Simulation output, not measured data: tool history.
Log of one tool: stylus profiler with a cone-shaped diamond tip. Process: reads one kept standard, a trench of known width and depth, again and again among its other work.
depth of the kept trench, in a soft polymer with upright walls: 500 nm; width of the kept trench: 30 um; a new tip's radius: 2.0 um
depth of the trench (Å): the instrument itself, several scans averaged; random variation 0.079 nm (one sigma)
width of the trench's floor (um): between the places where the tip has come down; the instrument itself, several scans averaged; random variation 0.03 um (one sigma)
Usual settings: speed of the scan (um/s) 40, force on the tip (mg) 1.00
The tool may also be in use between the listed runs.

run   hour  speed of the scan (um/s)  force on the tip (mg)  depth of the trench (Å)  width of the trench's floor (um)
  1    0.0                        40                   1.00                   5024.0                             26.83
  2   20.7                        71                   1.00                   5024.5                             26.75
  3   35.9                        52                   1.00                   5024.2                             26.83
  4   56.8                        52                   1.00                   5023.3                             26.80
  5   72.4                        52                   1.00                   5022.2                             26.78
  6   91.6                        40                   1.00                   5023.4                             26.76
  7  116.7                        40                   1.00                   5022.1                             26.78
  8  129.3                        40                   1.00                   5022.4                             26.79
  9  139.9                        40                   2.09                   5042.0                             26.83
 10  155.2                        48                   1.00                   5022.2                             26.74
 11  170.6                        33                   1.00                   5022.9                             26.79
 12  183.6                        33                   1.00                   5021.8                             26.82
 13  206.2                        33                   1.00                   5021.2                             26.76
 14  220.3                        33                   1.00                   5021.3                             26.79
 15  235.5                        33                   1.00                   5022.0                             26.79

Run 16 comes next. What will it give?
 16  256.8                        36                   1.00                        ?                                 ?

depth of the trench (Å): 5021.6
width of the trench's floor (um): 26.69
Without the tool's hidden state the same run would have given depth of the trench (Å) 5029.4, width of the trench's floor (um) 27.20.

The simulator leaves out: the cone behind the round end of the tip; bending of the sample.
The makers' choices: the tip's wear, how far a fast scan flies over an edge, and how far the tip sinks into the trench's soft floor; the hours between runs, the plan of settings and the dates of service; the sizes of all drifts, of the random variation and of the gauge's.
